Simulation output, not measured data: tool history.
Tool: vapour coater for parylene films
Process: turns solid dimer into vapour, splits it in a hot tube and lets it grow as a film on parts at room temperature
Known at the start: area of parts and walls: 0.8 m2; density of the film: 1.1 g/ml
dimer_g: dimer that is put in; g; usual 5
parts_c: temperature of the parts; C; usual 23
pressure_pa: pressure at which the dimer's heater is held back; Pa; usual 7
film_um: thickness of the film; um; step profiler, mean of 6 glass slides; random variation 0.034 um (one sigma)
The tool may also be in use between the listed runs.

run    hour  dimer_g  parts_c  pressure_pa  film_um
  1       0        5       23            7     3.19
  2    33.7        5       23         4.46      3.4
  3    74.7        5       23            7     3.09
        103  -- trap's valve overhauled
  4     103        5       23            7     3.58
  5   125.7        5       23            7     3.48
  6   172.7        7       23            7     4.82
  7     193        7       23            7     4.82
  8     218        7       23            7      4.7
  9   254.6        7       23            7     4.71
 10   299.7        5       23            7     3.24
 11   347.7        7       23            7     4.48
 12   380.7        7       23            7     4.48
 13   418.8        5       23         2.62     3.68
 14   450.7        5       23         2.62     3.66
 15   485.5        5       23            7     3.12
      495.4  -- trap's valve overhauled
 16   516.4        5       23            7     3.55
 17   542.2        5       23            7     3.51
 18   583.5        5       23            7     3.42
 19     616        5       23            7      3.4
 20     649        5       31            7     2.31
 21     672        5       31            7     2.36
 22   719.5        5       31            7     2.28
 23   750.5        5       23            7     3.25
 24   794.9        8       27          3.2        5
 25     838        4       21            7     2.78
 26   875.5        5       33         3.24     2.24
      885.8  -- trap's valve overhauled
 27   918.9        8       23         7.29     5.53
 28   941.6        4       16         7.66     3.75
 29   977.8        2       16          4.3     2.04
 30  1014.1        8       22          6.5     5.71
 31  1033.6        8       31         7.36     3.77
 32  1070.9        4       23         2.44     3.19
 33  1092.4        4       23         4.98     2.81
 34  1137.8        4       23         4.98     2.73
       1153  -- table's thermometer calibrated
 35  1186.3        8       28         7.31     3.96
 36  1233.3        8       28         7.31     3.85
     1278.7  -- trap's valve overhauled
 37  1284.2        7       22         5.87     5.15
 38  1305.8        7       22         8.72     4.85
 39  1342.9        7       22         8.72     4.68
 40  1390.3        7       22         8.72     4.69
 41    1438        7       22         4.55     5.14
 42  1469.3        4       24         8.64     2.41
 43  1513.3        4       24         8.64     2.35
 44  1559.5        4       24         8.64     2.36
 45  1592.8        4       24         8.64     2.29
 46  1622.9        4       24         8.64     2.24

Some steps in film_um between neighbouring runs. How much of each would the tool show without its hidden state too (settings, what came in, random variation), and how much is left for the hidden state, with any gauge scatter that isn't in both results?
The hidden state here: vapour lost through the trap's worn valve, %; true temperature of the parts over the reading, C; drift of the gauge itself on film_um, %.
Run 3 -> 4: trap's valve overhauled. film_um +0.49 um: hidden state +0.46, all else +0.03.
Run 15 -> 16: trap's valve overhauled. film_um +0.43 um: hidden state +0.44, all else -0.01.
Run 26 -> 27: dimer_g 5 -> 8, parts_c 33 -> 23, pressure_pa 3.24 -> 7.29, trap's valve overhauled. film_um +3.29 um: hidden state +0.31, all else +2.98.
Run 29 -> 30: dimer_g 2 -> 8, parts_c 16 -> 22, pressure_pa 4.3 -> 6.5. film_um +3.67 um: hidden state -0.1, all else +3.77.
Run 36 -> 37: dimer_g 8 -> 7, parts_c 28 -> 22, pressure_pa 7.31 -> 5.87, trap's valve overhauled. film_um +1.3 um: hidden state +0.53, all else +0.77.
Run 41 -> 42: dimer_g 7 -> 4, parts_c 22 -> 24, pressure_pa 4.55 -> 8.64. film_um -2.73 um: hidden state +0.15, all else -2.88.
